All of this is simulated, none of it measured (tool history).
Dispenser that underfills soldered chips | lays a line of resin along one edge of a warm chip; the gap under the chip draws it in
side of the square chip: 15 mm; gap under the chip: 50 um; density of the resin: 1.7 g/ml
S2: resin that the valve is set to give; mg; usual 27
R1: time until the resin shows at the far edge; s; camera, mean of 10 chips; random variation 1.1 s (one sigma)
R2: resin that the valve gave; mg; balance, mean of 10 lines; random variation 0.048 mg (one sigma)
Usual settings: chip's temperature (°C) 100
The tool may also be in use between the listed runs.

{"run": 1, "day": 0.0, "chip's temperature (°C)": 100, "S2": 27, "R1": 163.6, "R2": 26.69}
{"day": 0.05, "done": "new syringe of resin"}
{"run": 2, "day": 0.429, "chip's temperature (°C)": 100, "S2": 28.1, "R1": 148, "R2": 27.65}
{"day": 0.604, "done": "new syringe of resin"}
{"run": 3, "day": 0.721, "chip's temperature (°C)": 100, "S2": 27, "R1": 119.5, "R2": 26.63}
{"run": 4, "day": 1.108, "chip's temperature (°C)": 100, "S2": 27, "R1": 164.7, "R2": 26.55}
{"day": 1.158, "done": "new syringe of resin"}
{"run": 5, "day": 1.529, "chip's temperature (°C)": 100, "S2": 27, "R1": 140.8, "R2": 26.38}
{"day": 1.729, "done": "new syringe of resin"}
{"run": 6, "day": 1.971, "chip's temperature (°C)": 100, "S2": 27, "R1": 129.4, "R2": 26.29}
{"day": 2.271, "done": "new syringe of resin"}
{"run": 7, "day": 2.358, "chip's temperature (°C)": 94, "S2": 23.7, "R1": 145.4, "R2": 23.03}
{"run": 8, "day": 2.646, "chip's temperature (°C)": 100, "S2": 34.3, "R1": 141, "R2": 33.39}
{"day": 2.842, "done": "new syringe of resin"}
{"run": 9, "day": 2.892, "chip's temperature (°C)": 100, "S2": 34.3, "R1": 107.8, "R2": 33.29}
{"run": 10, "day": 3.262, "chip's temperature (°C)": 115, "S2": 24.5, "R1": 102.3, "R2": 23.75}
{"day": 3.4, "done": "new syringe of resin"}
{"run": 11, "day": 3.625, "chip's temperature (°C)": 92, "S2": 29.6, "R1": 157.1, "R2": 28.65}

Measured less the same run without the tool's hidden state. The same run-to-run variation is in both; the gauge's scatter may not be:
The hidden state here: resin's viscosity, % of fresh resin's; dose that the valve gives, % of what is set; true chip temperature over the reading, C; drift of the gauge itself on fill_s, %; drift of the gauge itself on given_mg, %.
run=1 R1=+54.2 R2=-0.28
run=2 R1=+39 R2=-0.37
run=3 R1=+7.9 R2=-0.42
run=4 R1=+54.2 R2=-0.49
run=5 R1=+34.2 R2=-0.56
run=6 R1=+21 R2=-0.64
run=7 R1=+6.9 R2=-0.61
run=8 R1=+35.4 R2=-0.96
run=9 R1=+2.9 R2=-0.99
run=10 R1=+30.7 R2=-0.77
run=11 R1=+21 R2=-1
